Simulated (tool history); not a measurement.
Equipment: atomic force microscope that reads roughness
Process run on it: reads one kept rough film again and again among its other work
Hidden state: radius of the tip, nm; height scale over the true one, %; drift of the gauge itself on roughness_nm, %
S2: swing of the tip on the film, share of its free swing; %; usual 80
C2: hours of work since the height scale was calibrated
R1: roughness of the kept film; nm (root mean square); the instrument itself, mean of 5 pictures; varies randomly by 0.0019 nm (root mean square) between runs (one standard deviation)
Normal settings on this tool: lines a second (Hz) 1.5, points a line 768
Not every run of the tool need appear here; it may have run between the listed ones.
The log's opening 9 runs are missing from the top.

{"run": 10, "hour": 105.9, "lines a second (Hz)": 1.5, "S2": 80, "points a line": 966, "pictures with this tip": 41, "C2": 397, "R1": 1.131}
{"run": 11, "hour": 114.6, "lines a second (Hz)": 3.89, "S2": 80, "points a line": 966, "pictures with this tip": 55, "C2": 402, "R1": 0.938}
{"run": 12, "hour": 125.4, "lines a second (Hz)": 1.5, "S2": 85, "points a line": 768, "pictures with this tip": 72, "C2": 409, "R1": 1.091}
{"run": 13, "hour": 137.9, "lines a second (Hz)": 1.5, "S2": 80, "points a line": 768, "pictures with this tip": 92, "C2": 416, "R1": 1.121}
{"run": 14, "hour": 153.1, "lines a second (Hz)": 1.5, "S2": 87, "points a line": 768, "pictures with this tip": 117, "C2": 425, "R1": 1.07}
{"run": 15, "hour": 163.3, "lines a second (Hz)": 1.5, "S2": 87, "points a line": 768, "pictures with this tip": 133, "C2": 432, "R1": 1.066}
{"run": 16, "hour": 176.0, "lines a second (Hz)": 1.5, "S2": 87, "points a line": 768, "pictures with this tip": 153, "C2": 439, "R1": 1.064}
{"run": 17, "hour": 186.8, "lines a second (Hz)": 1.5, "S2": 87, "points a line": 768, "pictures with this tip": 171, "C2": 446, "R1": 1.064}
{"run": 18, "hour": 198.5, "lines a second (Hz)": 1.5, "S2": 87, "points a line": 768, "pictures with this tip": 189, "C2": 453, "R1": 1.064}
{"run": 19, "hour": 215.0, "lines a second (Hz)": 1.5, "S2": 87, "points a line": 768, "pictures with this tip": 216, "C2": 463, "R1": 1.058}
{"run": 20, "hour": 229.8, "lines a second (Hz)": 3.3, "S2": 89, "points a line": 303, "pictures with this tip": 240, "C2": 472, "R1": 0.848}
{"run": 21, "hour": 239.1, "lines a second (Hz)": 1.38, "S2": 65, "points a line": 323, "pictures with this tip": 254, "C2": 477, "R1": 1.197}
{"run": 22, "hour": 246.6, "lines a second (Hz)": 3.07, "S2": 66, "points a line": 684, "pictures with this tip": 267, "C2": 482, "R1": 1.112}
{"run": 23, "hour": 259.8, "lines a second (Hz)": 3.07, "S2": 66, "points a line": 684, "pictures with this tip": 288, "C2": 490, "R1": 1.113}
{"run": 24, "hour": 273.1, "lines a second (Hz)": 1.54, "S2": 74, "points a line": 661, "pictures with this tip": 309, "C2": 498, "R1": 1.141}
{"run": 25, "hour": 289.7, "lines a second (Hz)": 1.54, "S2": 74, "points a line": 661, "pictures with this tip": 336, "C2": 508, "R1": 1.139}
{"run": 26, "hour": 305.3, "lines a second (Hz)": 0.78, "S2": 74, "points a line": 283, "pictures with this tip": 361, "C2": 517, "R1": 1.187}
{"run": 27, "hour": 313.0, "lines a second (Hz)": 0.78, "S2": 74, "points a line": 283, "pictures with this tip": 373, "C2": 522, "R1": 1.181}
{"hour": 321.4, "done": "new tip fitted"}
{"run": 28, "hour": 329.1, "lines a second (Hz)": 3.4, "S2": 80, "points a line": 768, "pictures with this tip": 12, "C2": 531, "R1": 0.975}
{"run": 29, "hour": 337.9, "lines a second (Hz)": 3.4, "S2": 80, "points a line": 768, "pictures with this tip": 26, "C2": 537, "R1": 0.972}
{"run": 30, "hour": 351.1, "lines a second (Hz)": 0.76, "S2": 87, "points a line": 577, "pictures with this tip": 47, "C2": 545, "R1": 1.17}
{"run": 31, "hour": 362.8, "lines a second (Hz)": 0.76, "S2": 87, "points a line": 577, "pictures with this tip": 66, "C2": 552, "R1": 1.169}

Consider 4 possible next runs. They are alternatives, not a sequence: every one starts from the tool as it was left by run 31. What does each give?
{"run": "A", "hour": 375.9, "lines a second (Hz)": 3.8, "S2": 87, "points a line": 505, "pictures with this tip": 87, "C2": 560, "R1": "?"}
{"run": "B", "hour": 375.9, "lines a second (Hz)": 1.5, "S2": 80, "points a line": 332, "pictures with this tip": 87, "C2": 560, "R1": "?"}
{"run": "C", "hour": 375.9, "lines a second (Hz)": 1.22, "S2": 58, "points a line": 486, "pictures with this tip": 87, "C2": 560, "R1": "?"}
{"run": "D", "hour": 375.9, "lines a second (Hz)": 1.29, "S2": 87, "points a line": 768, "pictures with this tip": 87, "C2": 560, "R1": "?"}

run=A R1=0.847
run=B R1=1.123
run=C R1=1.251
run=D R1=1.099
Without the tool's hidden state the same runs would have given:
run=A R1=0.852
run=B R1=1.13
run=C R1=1.258
run=D R1=1.106

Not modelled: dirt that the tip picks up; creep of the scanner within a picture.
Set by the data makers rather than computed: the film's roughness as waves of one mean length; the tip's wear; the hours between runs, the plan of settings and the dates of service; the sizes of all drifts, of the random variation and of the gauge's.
